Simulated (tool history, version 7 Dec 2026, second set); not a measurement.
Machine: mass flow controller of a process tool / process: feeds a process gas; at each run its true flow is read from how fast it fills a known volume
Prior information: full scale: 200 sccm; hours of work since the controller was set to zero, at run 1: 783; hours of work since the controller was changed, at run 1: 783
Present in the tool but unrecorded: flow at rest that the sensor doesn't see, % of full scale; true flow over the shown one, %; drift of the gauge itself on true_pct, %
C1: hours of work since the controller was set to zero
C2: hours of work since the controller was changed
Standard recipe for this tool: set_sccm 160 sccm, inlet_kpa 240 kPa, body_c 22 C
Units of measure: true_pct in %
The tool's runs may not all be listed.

run 1 day=0.000 | set_sccm=160 inlet_kpa=240 body_c=22 | C1=783 C2=783 | true_pct=99.92
run 2 day=2.242 | set_sccm=160 inlet_kpa=240 body_c=22 | C1=818 C2=818 | true_pct=99.84
run 3 day=5.250 | set_sccm=160 inlet_kpa=263 body_c=22 | C1=864 C2=864 | true_pct=99.89
run 4 day=8.329 | set_sccm=177 inlet_kpa=240 body_c=22 | C1=912 C2=912 | true_pct=100.13
run 5 day=12.138 | set_sccm=160 inlet_kpa=240 body_c=22 | C1=972 C2=972 | true_pct=99.86
run 6 day=16.375 | set_sccm=160 inlet_kpa=240 body_c=22 | C1=1038 C2=1038 | true_pct=99.96
run 7 day=20.638 | set_sccm=160 inlet_kpa=240 body_c=22 | C1=1104 C2=1104 | true_pct=100.05
run 8 day=23.275 | set_sccm=160 inlet_kpa=149 body_c=22 | C1=1145 C2=1145 | true_pct=99.84
run 9 day=26.346 | set_sccm=160 inlet_kpa=240 body_c=22 | C1=1193 C2=1193 | true_pct=100.16
run 10 day=30.367 | set_sccm=160 inlet_kpa=240 body_c=22 | C1=1255 C2=1255 | true_pct=100.17
run 11 day=33.538 | set_sccm=160 inlet_kpa=240 body_c=22 | C1=1305 C2=1305 | true_pct=100.11
run 12 day=37.421 | set_sccm=29 inlet_kpa=153 body_c=22 | C1=1365 C2=1365 | true_pct=100.03
run 13 day=40.912 | set_sccm=27 inlet_kpa=240 body_c=23 | C1=1419 C2=1419 | true_pct=100.48
run 14 day=43.096 | set_sccm=160 inlet_kpa=151 body_c=23 | C1=1453 C2=1453 | true_pct=100.07
run 15 day=47.329 | set_sccm=160 inlet_kpa=151 body_c=23 | C1=1519 C2=1519 | true_pct=100.22
run 16 day=50.217 | set_sccm=160 inlet_kpa=151 body_c=23 | C1=1564 C2=1564 | true_pct=100.17
run 17 day=53.712 | set_sccm=160 inlet_kpa=272 body_c=36 | C1=1619 C2=1619 | true_pct=101.29
run 18 day=56.192 | set_sccm=160 inlet_kpa=240 body_c=33 | C1=1657 C2=1657 | true_pct=100.91
run 19 day=59.225 | set_sccm=160 inlet_kpa=240 body_c=33 | C1=1704 C2=1704 | true_pct=101.11
run 20 day=63.138 | set_sccm=160 inlet_kpa=168 body_c=22 | C1=1765 C2=1765 | true_pct=100.26
run 21 day=67.508 | set_sccm=160 inlet_kpa=168 body_c=22 | C1=1833 C2=1833 | true_pct=100.36
run 22 day=69.721 | set_sccm=23 inlet_kpa=171 body_c=22 | C1=1868 C2=1868 | true_pct=101.62

3 ways to go on from here, each from the tool as it stands after run 22. What would each give?
run A day=73.800 | set_sccm=23 inlet_kpa=183 body_c=22 | C1=1931 C2=1931 | true_pct=?
run B day=73.800 | set_sccm=100 inlet_kpa=148 body_c=35 | C1=1931 C2=1931 | true_pct=?
run C day=73.800 | set_sccm=20 inlet_kpa=188 body_c=37 | C1=1931 C2=1931 | true_pct=?

run=A true_pct=101.66
run=B true_pct=100.74
run=C true_pct=102.94
Take away the tool's hidden state, keep each run's random variation, and the runs would have read:
run=A true_pct=97.85
run=B true_pct=99.42
run=C true_pct=98.66
